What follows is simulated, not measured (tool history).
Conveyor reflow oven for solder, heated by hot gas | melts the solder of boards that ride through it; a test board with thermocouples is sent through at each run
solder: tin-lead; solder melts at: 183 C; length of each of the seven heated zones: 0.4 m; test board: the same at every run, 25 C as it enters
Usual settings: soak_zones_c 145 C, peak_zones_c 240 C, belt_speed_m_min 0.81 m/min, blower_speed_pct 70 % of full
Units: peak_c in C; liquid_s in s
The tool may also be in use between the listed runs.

{"run": 1, "day": 0.0, "soak_zones_c": 145, "peak_zones_c": 240, "belt_speed_m_min": 0.81, "blower_speed_pct": 70, "peak_c": 220.6, "liquid_s": 47.2}
{"run": 2, "day": 0.762, "soak_zones_c": 145, "peak_zones_c": 246, "belt_speed_m_min": 0.81, "blower_speed_pct": 70, "peak_c": 225.8, "liquid_s": 49.8}
{"run": 3, "day": 1.779, "soak_zones_c": 142, "peak_zones_c": 240, "belt_speed_m_min": 0.81, "blower_speed_pct": 70, "peak_c": 220, "liquid_s": 46.3}
{"run": 4, "day": 3.267, "soak_zones_c": 142, "peak_zones_c": 240, "belt_speed_m_min": 0.81, "blower_speed_pct": 70, "peak_c": 219.7, "liquid_s": 46}
{"run": 5, "day": 4.554, "soak_zones_c": 154, "peak_zones_c": 240, "belt_speed_m_min": 0.81, "blower_speed_pct": 70, "peak_c": 222.5, "liquid_s": 51.6}
{"run": 6, "day": 5.379, "soak_zones_c": 154, "peak_zones_c": 240, "belt_speed_m_min": 0.81, "blower_speed_pct": 70, "peak_c": 222.3, "liquid_s": 51.4}
{"run": 7, "day": 6.696, "soak_zones_c": 145, "peak_zones_c": 240, "belt_speed_m_min": 0.81, "blower_speed_pct": 70, "peak_c": 220.2, "liquid_s": 47.7}
{"run": 8, "day": 7.583, "soak_zones_c": 145, "peak_zones_c": 240, "belt_speed_m_min": 0.81, "blower_speed_pct": 70, "peak_c": 220.1, "liquid_s": 47.7}
{"run": 9, "day": 8.575, "soak_zones_c": 145, "peak_zones_c": 240, "belt_speed_m_min": 0.81, "blower_speed_pct": 70, "peak_c": 220.3, "liquid_s": 47.6}
{"run": 10, "day": 9.65, "soak_zones_c": 145, "peak_zones_c": 253, "belt_speed_m_min": 0.81, "blower_speed_pct": 70, "peak_c": 231.3, "liquid_s": 52.8}
{"run": 11, "day": 11.417, "soak_zones_c": 145, "peak_zones_c": 253, "belt_speed_m_min": 0.771, "blower_speed_pct": 74, "peak_c": 234.1, "liquid_s": 56.9}
{"day": 13.0, "done": "flux residue cleaned out of gas plates and filters"}
{"run": 12, "day": 13.054, "soak_zones_c": 145, "peak_zones_c": 253, "belt_speed_m_min": 0.771, "blower_speed_pct": 74, "peak_c": 234.5, "liquid_s": 56.5}
{"run": 13, "day": 14.067, "soak_zones_c": 150, "peak_zones_c": 254, "belt_speed_m_min": 0.751, "blower_speed_pct": 67, "peak_c": 235.3, "liquid_s": 60.7}
{"run": 14, "day": 15.417, "soak_zones_c": 155, "peak_zones_c": 254, "belt_speed_m_min": 0.969, "blower_speed_pct": 67, "peak_c": 226.5, "liquid_s": 44.8}
{"run": 15, "day": 17.1, "soak_zones_c": 156, "peak_zones_c": 254, "belt_speed_m_min": 0.969, "blower_speed_pct": 74, "peak_c": 228.7, "liquid_s": 45.8}
{"run": 16, "day": 18.342, "soak_zones_c": 156, "peak_zones_c": 254, "belt_speed_m_min": 0.969, "blower_speed_pct": 74, "peak_c": 228.1, "liquid_s": 46}
{"run": 17, "day": 19.142, "soak_zones_c": 145, "peak_zones_c": 234, "belt_speed_m_min": 0.745, "blower_speed_pct": 60, "peak_c": 215.8, "liquid_s": 48.8}
{"run": 18, "day": 20.417, "soak_zones_c": 145, "peak_zones_c": 239, "belt_speed_m_min": 0.81, "blower_speed_pct": 85, "peak_c": 223, "liquid_s": 49.2}
{"run": 19, "day": 21.479, "soak_zones_c": 145, "peak_zones_c": 239, "belt_speed_m_min": 0.81, "blower_speed_pct": 85, "peak_c": 222.4, "liquid_s": 49}
{"run": 20, "day": 22.404, "soak_zones_c": 156, "peak_zones_c": 239, "belt_speed_m_min": 0.831, "blower_speed_pct": 57, "peak_c": 217.6, "liquid_s": 48.3}

5 ways to go on from here, each from the tool as it stands after run 20. What would each give?
{"run": "A", "day": 23.396, "soak_zones_c": 145, "peak_zones_c": 232, "belt_speed_m_min": 0.81, "blower_speed_pct": 51, "peak_c": "?", "liquid_s": "?"}
{"run": "B", "day": 23.396, "soak_zones_c": 156, "peak_zones_c": 239, "belt_speed_m_min": 0.831, "blower_speed_pct": 59, "peak_c": "?", "liquid_s": "?"}
{"run": "C", "day": 23.396, "soak_zones_c": 145, "peak_zones_c": 240, "belt_speed_m_min": 0.861, "blower_speed_pct": 61, "peak_c": "?", "liquid_s": "?"}
{"run": "D", "day": 23.396, "soak_zones_c": 151, "peak_zones_c": 248, "belt_speed_m_min": 0.703, "blower_speed_pct": 57, "peak_c": "?", "liquid_s": "?"}
{"run": "E", "day": 23.396, "soak_zones_c": 137, "peak_zones_c": 239, "belt_speed_m_min": 0.794, "blower_speed_pct": 79, "peak_c": "?", "liquid_s": "?"}

run=A peak_c=209.1 liquid_s=38.8
run=B peak_c=218.6 liquid_s=48.6
run=C peak_c=215.7 liquid_s=41.4
run=D peak_c=229.7 liquid_s=62.4
run=E peak_c=220.9 liquid_s=46.6
Without the tool's hidden state the same runs would have given:
run=A peak_c=209.2 liquid_s=38.9
run=B peak_c=218.6 liquid_s=48.6
run=C peak_c=215.8 liquid_s=41.5
run=D peak_c=229.8 liquid_s=62.4
run=E peak_c=221 liquid_s=46.6
